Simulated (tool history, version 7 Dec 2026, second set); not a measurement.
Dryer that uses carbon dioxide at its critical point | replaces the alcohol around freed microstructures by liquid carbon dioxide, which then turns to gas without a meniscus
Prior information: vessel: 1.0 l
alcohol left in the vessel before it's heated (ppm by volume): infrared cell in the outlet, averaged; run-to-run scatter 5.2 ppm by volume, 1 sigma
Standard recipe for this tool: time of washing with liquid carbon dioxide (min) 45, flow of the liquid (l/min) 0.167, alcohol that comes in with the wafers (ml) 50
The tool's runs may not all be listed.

run	hour	time of washing with liquid carbon dioxide (min)	flow of the liquid (l/min)	alcohol that comes in with the wafers (ml)	alcohol left in the vessel before it's heated (ppm by volume)
1	0	45	0.167	50	222
2	4.8	45	0.125	50	628
3	12.2	45	0.167	50	213
4	18.5	45	0.146	50	376
5	26.2	45	0.146	50	352
6	30.7	45	0.154	50	291
7	37.5	45	0.154	50	304
8	46.5	45	0.154	57	328
9	55.1	45	0.154	57	348
10	64.5	45	0.154	57	346
11	71.1	45	0.154	57	346
12	79.6	45	0.167	50	243
13	86.7	45	0.167	56	265
14	91.8	45	0.167	33	202
15	96.7	45	0.167	33	208
16	105.3	45	0.167	50	265
17	112.1	35	0.167	50	644
18	116.9	35	0.117	27	1140
19	121.3	35	0.117	27	1154
# hour 125.3: inlet filter changed
20	130	49	0.224	35	118
21	137.6	33	0.281	56	145
22	142.2	33	0.281	56	142
23	146.6	46	0.167	55	209
24	153.6	45	0.138	50	379
25	159.2	69	0.172	34	128
26	167.9	31	0.236	105	371
27	174.4	52	0.182	26	135
28	182.9	31	0.164	112	1674
29	190.3	45	0.136	62	483
30	197.7	45	0.136	62	477
31	205.4	57	0.167	50	141

Alternative continuations, all from the tool just after run 31; predict every row:
A	213.7	57	0.167	24	?
B	213.7	57	0.167	26	?
C	213.7	35	0.167	80	?
D	213.7	46	0.255	50	?
E	213.7	33	0.167	50	?

run	alcohol left in the vessel before it's heated (ppm by volume)
A	139
B	146
C	732
D	148
E	635
Had the tool no hidden state, the same runs would have come out as:
run	alcohol left in the vessel before it's heated (ppm by volume)
A	7
B	13
C	575
D	16
E	483

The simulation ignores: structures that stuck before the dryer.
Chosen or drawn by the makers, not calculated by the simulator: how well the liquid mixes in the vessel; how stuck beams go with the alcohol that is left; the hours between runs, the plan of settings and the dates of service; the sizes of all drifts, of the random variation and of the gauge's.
